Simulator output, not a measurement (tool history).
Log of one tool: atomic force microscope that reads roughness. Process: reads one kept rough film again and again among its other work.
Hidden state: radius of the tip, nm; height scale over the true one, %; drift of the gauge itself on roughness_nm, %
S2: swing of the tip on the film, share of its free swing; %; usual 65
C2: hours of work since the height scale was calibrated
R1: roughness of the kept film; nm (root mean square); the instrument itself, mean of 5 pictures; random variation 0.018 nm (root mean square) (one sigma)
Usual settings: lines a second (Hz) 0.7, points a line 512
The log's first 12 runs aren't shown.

{"run": 13, "hour": 773.8, "lines a second (Hz)": 0.7, "S2": 65, "points a line": 670, "pictures with this tip": 259, "C2": 390, "R1": 4.061}
{"hour": 782.5, "done": "new tip fitted"}
{"run": 14, "hour": 849.7, "lines a second (Hz)": 0.7, "S2": 65, "points a line": 670, "pictures with this tip": 83, "C2": 442, "R1": 4.36}
{"run": 15, "hour": 922.2, "lines a second (Hz)": 0.7, "S2": 65, "points a line": 670, "pictures with this tip": 171, "C2": 492, "R1": 4.195}
{"hour": 998.1, "done": "new tip fitted"}
{"run": 16, "hour": 1002.3, "lines a second (Hz)": 0.7, "S2": 65, "points a line": 512, "pictures with this tip": 5, "C2": 547, "R1": 4.432}
{"run": 17, "hour": 1053.6, "lines a second (Hz)": 0.7, "S2": 65, "points a line": 512, "pictures with this tip": 68, "C2": 582, "R1": 4.379}
{"run": 18, "hour": 1092.2, "lines a second (Hz)": 0.7, "S2": 65, "points a line": 512, "pictures with this tip": 115, "C2": 609, "R1": 4.262}
{"run": 19, "hour": 1155.7, "lines a second (Hz)": 0.7, "S2": 65, "points a line": 512, "pictures with this tip": 193, "C2": 652, "R1": 4.177}
{"run": 20, "hour": 1209.4, "lines a second (Hz)": 0.7, "S2": 58, "points a line": 262, "pictures with this tip": 259, "C2": 690, "R1": 4.079}
{"hour": 1217.2, "done": "new tip fitted"}
{"run": 21, "hour": 1288.8, "lines a second (Hz)": 1.165, "S2": 80, "points a line": 840, "pictures with this tip": 88, "C2": 744, "R1": 4.203}
{"run": 22, "hour": 1358.8, "lines a second (Hz)": 0.658, "S2": 60, "points a line": 493, "pictures with this tip": 173, "C2": 792, "R1": 4.237}
{"run": 23, "hour": 1424.2, "lines a second (Hz)": 0.52, "S2": 72, "points a line": 291, "pictures with this tip": 253, "C2": 837, "R1": 4.085}
{"hour": 1437.4, "done": "new tip fitted"}
{"run": 24, "hour": 1499.7, "lines a second (Hz)": 1.666, "S2": 78, "points a line": 512, "pictures with this tip": 76, "C2": 889, "R1": 4.151}
{"run": 25, "hour": 1563.1, "lines a second (Hz)": 0.7, "S2": 69, "points a line": 399, "pictures with this tip": 154, "C2": 933, "R1": 4.193}
{"run": 26, "hour": 1622.5, "lines a second (Hz)": 0.7, "S2": 65, "points a line": 651, "pictures with this tip": 227, "C2": 974, "R1": 4.13}
{"hour": 1650.4, "done": "new tip fitted"}
{"run": 27, "hour": 1703.5, "lines a second (Hz)": 0.7, "S2": 65, "points a line": 651, "pictures with this tip": 65, "C2": 1029, "R1": 4.401}
{"run": 28, "hour": 1750.6, "lines a second (Hz)": 1.024, "S2": 65, "points a line": 512, "pictures with this tip": 122, "C2": 1062, "R1": 4.256}
{"run": 29, "hour": 1834.8, "lines a second (Hz)": 0.7, "S2": 57, "points a line": 528, "pictures with this tip": 225, "C2": 1120, "R1": 4.152}
{"hour": 1868.8, "done": "new tip fitted"}
{"run": 30, "hour": 1887.3, "lines a second (Hz)": 0.7, "S2": 76, "points a line": 505, "pictures with this tip": 22, "C2": 1155, "R1": 4.372}
{"run": 31, "hour": 1972.9, "lines a second (Hz)": 2.972, "S2": 65, "points a line": 512, "pictures with this tip": 127, "C2": 1214, "R1": 4.156}
{"hour": 2000.4, "done": "height scale calibrated on a step standard"}
{"run": 32, "hour": 2011.5, "lines a second (Hz)": 2.972, "S2": 65, "points a line": 888, "pictures with this tip": 173, "C2": 8, "R1": 4.002}
{"run": 33, "hour": 2068.2, "lines a second (Hz)": 3.414, "S2": 71, "points a line": 888, "pictures with this tip": 243, "C2": 47, "R1": 3.787}
{"hour": 2085.5, "done": "new tip fitted"}
{"run": 34, "hour": 2140.8, "lines a second (Hz)": 0.7, "S2": 65, "points a line": 495, "pictures with this tip": 68, "C2": 96, "R1": 4.31}
{"run": 35, "hour": 2191.8, "lines a second (Hz)": 0.7, "S2": 65, "points a line": 272, "pictures with this tip": 131, "C2": 132, "R1": 4.158}
{"run": 36, "hour": 2236.5, "lines a second (Hz)": 0.556, "S2": 57, "points a line": 272, "pictures with this tip": 185, "C2": 162, "R1": 4.164}
{"run": 37, "hour": 2290.2, "lines a second (Hz)": 0.735, "S2": 65, "points a line": 559, "pictures with this tip": 251, "C2": 199, "R1": 4.027}

5 ways to go on from here, each from the tool as it stands after run 37. What would each give?
{"hour": 2299.0, "done": "new tip fitted"}
{"run": "A", "hour": 2333.3, "lines a second (Hz)": 2.737, "S2": 60, "points a line": 583, "pictures with this tip": 42, "C2": 229, "R1": "?"}
{"hour": 2299.0, "done": "new tip fitted"}
{"run": "B", "hour": 2333.3, "lines a second (Hz)": 3.873, "S2": 67, "points a line": 446, "pictures with this tip": 42, "C2": 229, "R1": "?"}
{"hour": 2299.0, "done": "new tip fitted"}
{"run": "C", "hour": 2333.3, "lines a second (Hz)": 1.506, "S2": 66, "points a line": 559, "pictures with this tip": 42, "C2": 229, "R1": "?"}
{"hour": 2299.0, "done": "new tip fitted"}
{"run": "D", "hour": 2333.3, "lines a second (Hz)": 0.735, "S2": 62, "points a line": 555, "pictures with this tip": 42, "C2": 229, "R1": "?"}
{"hour": 2299.0, "done": "new tip fitted"}
{"run": "E", "hour": 2333.3, "lines a second (Hz)": 2.125, "S2": 71, "points a line": 821, "pictures with this tip": 42, "C2": 229, "R1": "?"}

run=A R1=4.289
run=B R1=4.093
run=C R1=4.299
run=D R1=4.36
run=E R1=4.196
Without the tool's hidden state the same runs would have given:
run=A R1=4.334
run=B R1=4.135
run=C R1=4.344
run=D R1=4.405
run=E R1=4.24

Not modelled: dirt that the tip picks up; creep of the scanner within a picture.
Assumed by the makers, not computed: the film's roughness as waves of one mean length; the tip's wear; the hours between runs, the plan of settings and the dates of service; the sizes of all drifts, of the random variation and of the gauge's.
